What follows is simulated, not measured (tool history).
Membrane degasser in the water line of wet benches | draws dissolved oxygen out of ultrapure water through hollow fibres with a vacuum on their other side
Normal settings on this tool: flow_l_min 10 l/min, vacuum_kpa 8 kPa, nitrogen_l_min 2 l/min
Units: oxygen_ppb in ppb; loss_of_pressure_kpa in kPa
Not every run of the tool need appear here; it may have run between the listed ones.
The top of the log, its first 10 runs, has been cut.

run,hour,flow_l_min,vacuum_kpa,nitrogen_l_min,hours since the membrane was changed,hours since the vacuum gauge was calibrated,hours since the vacuum lines were made tight,oxygen_ppb,loss_of_pressure_kpa
11,957.8,9,8,2,6932,361,4107,88.9,34.05
12,1037.3,9,6.66,2,7011,440,4186,73.6,33.94
13,1112.5,9,6.66,2,7086,515,4262,75.2,34.16
14,1189.4,10,10.93,2,7163,592,4339,145.2,37.85
15,1319.2,10,10.93,2,7293,722,4468,141.8,37.54
16,1433.7,10,8,2,7408,836,4583,107.5,37.61
17,1542,10,8,2,7516,945,4691,107.1,38.09
18,1615.7,14,8,3.79,7590,1018,4765,138.2,52.89
19,1699.2,14,8,3.79,7673,1102,4848,138,52.97
20,1841.3,14,8,3.79,7815,1244,4990,138.6,53
21,1986.9,14,8,3.79,7961,1390,5136,139.4,53.05
22,2066.8,10,5.64,3.44,8041,1470,5216,68.1,38.33
23,2207.2,10,5.64,3.44,8181,1610,5356,68,37.94
24,2342,12,7.17,2,8316,1745,5491,130.9,45.67
25,2405.9,6,17.34,2.79,8380,1809,5555,93.7,22.81
26,2497.6,6,17.34,2.79,8472,1900,5647,97.1,22.71
27,2586.3,9,18.86,4.2,8560,1989,5735,125.2,34.54
# hour 2618.4: seals of the vacuum lines changed
# hour 2648.1: membrane cartridge changed
28,2736.8,12,14.61,4.2,89,2134,114,124.5,41.53
29,2868.9,12,5.85,3.09,221,2266,247,71.2,41.38
30,2955.9,8,19.95,2.24,308,2353,334,163.6,27.7
31,3093.1,8,19.95,2.24,445,2490,471,166.9,27.86
32,3169,8,19.95,4.1,521,2566,547,100.5,27.72
33,3293.5,8,19.95,4.1,645,2690,671,99.6,27.62

What if the next run were any one of these 3? Each begins from the tool's condition after run 33:
A,3391,8,19.95,3.16,743,2788,769,?,?
B,3391,8,10.74,2.88,743,2788,769,?,?
C,3391,10,19.95,1.28,743,2788,769,?,?

run,oxygen_ppb,loss_of_pressure_kpa
A,124.6,27.73
B,71,27.57
C,339.6,34.99
Had the tool no hidden state, the same runs would have come out as:
run,oxygen_ppb,loss_of_pressure_kpa
A,120.4,27.49
B,67.1,27.34
C,329.6,34.69
